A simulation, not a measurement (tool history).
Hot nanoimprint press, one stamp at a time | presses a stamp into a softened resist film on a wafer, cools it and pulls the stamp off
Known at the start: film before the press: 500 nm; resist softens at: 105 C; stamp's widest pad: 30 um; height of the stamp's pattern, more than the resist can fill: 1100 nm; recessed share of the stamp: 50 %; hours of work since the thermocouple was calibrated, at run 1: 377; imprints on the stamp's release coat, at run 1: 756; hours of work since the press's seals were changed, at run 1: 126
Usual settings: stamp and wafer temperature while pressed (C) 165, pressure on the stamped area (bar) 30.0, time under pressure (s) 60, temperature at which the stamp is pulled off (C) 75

run	hour	stamp and wafer temperature while pressed (C)	pressure on the stamped area (bar)	time under pressure (s)	temperature at which the stamp is pulled off (C)	hours of work since the thermocouple was calibrated	imprints on the stamp's release coat	hours of work since the press's seals were changed	resist left under the stamp's widest pad (Å)	greatest force while the stamp is pulled off (N)
1	0.0	165	30.0	60	75	377	756	126	1877	197
2	6.2	165	30.0	60	75	381	787	131	1874	194
3	12.4	165	30.0	60	75	385	818	135	1872	198
4	17.3	165	30.0	60	75	389	842	138	1858	195
5	26.7	165	30.0	60	75	395	888	145	1867	202
6	33.4	165	26.8	60	75	400	921	149	1956	201
7	43.3	165	26.8	60	75	407	970	156	1954	193
8	48.9	165	26.8	60	75	410	998	160	1956	201
9	58.1	165	26.6	60	75	417	1043	167	1967	198
# hour 73.8: stamp cleaned and given a new release coat
10	73.8	165	26.6	60	75	424	0	173	1957	197
11	81.4	163	26.6	51	75	429	38	179	2287	189
12	86.4	163	26.8	51	68	432	63	182	2256	234
13	92.6	163	26.8	51	68	437	93	186	2279	233
14	100.1	175	26.8	36	73	442	131	192	1591	211
15	110.3	159	29.7	33	67	449	181	199	2956	234
16	119.0	159	29.7	33	67	455	224	205	2969	234
17	126.5	156	30.0	93	75	460	261	210	2345	194
18	133.4	170	28.2	53	75	465	295	215	1614	196

Some steps in resist left under the stamp's widest pad (Å) between neighbouring runs. How much of each would the tool show without its hidden state too (settings, what came in, random variation), and how much is left for the hidden state, with any gauge scatter that isn't in both results?
The hidden state here: true temperature over the reading, C; pressure that arrives at the usual setting, %; grip of the stamp's worn release coat, % over a new coat's; drift of the gauge itself on residual_nm, %; drift of the gauge itself on pull_off_n, %.
Run 14 -> 15: stamp and wafer temperature while pressed (C) 175 -> 159, pressure on the stamped area (bar) 26.8 -> 29.7, time under pressure (s) 36 -> 33, temperature at which the stamp is pulled off (C) 73 -> 67. resist left under the stamp's widest pad (Å) +1365: hidden state -18, all else +1383.
